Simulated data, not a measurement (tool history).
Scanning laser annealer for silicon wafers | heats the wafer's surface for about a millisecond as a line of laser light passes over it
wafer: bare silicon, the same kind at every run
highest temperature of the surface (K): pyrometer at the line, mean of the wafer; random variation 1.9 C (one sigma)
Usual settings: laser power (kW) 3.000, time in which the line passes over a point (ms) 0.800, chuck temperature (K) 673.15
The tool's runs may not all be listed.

run   hour  laser power (kW)  time in which the line passes over a point (ms)  chuck temperature (K)  highest temperature of the surface (K)
  1    0.0             3.000                                            0.800                 673.15                                 1380.15
  2   23.6             3.000                                            0.800                 673.15                                 1382.15
  3   34.3             3.000                                            0.800                 712.15                                 1421.15
  4   49.1             3.000                                            0.800                 698.15                                 1406.15
  5   64.0             3.000                                            0.800                 698.15                                 1405.15
  6   76.7             2.835                                            0.800                 673.15                                 1338.15
  7   94.1             2.835                                            0.800                 673.15                                 1342.15
  8  119.0             3.000                                            0.621                 642.15                                 1263.15

Run 9 comes next. What will it give?
  9  144.3             3.002                                            0.841                 673.15                                       ?

highest temperature of the surface (K): 1398.15
Without the tool's hidden state the same run would have given highest temperature of the surface (K) 1436.15.
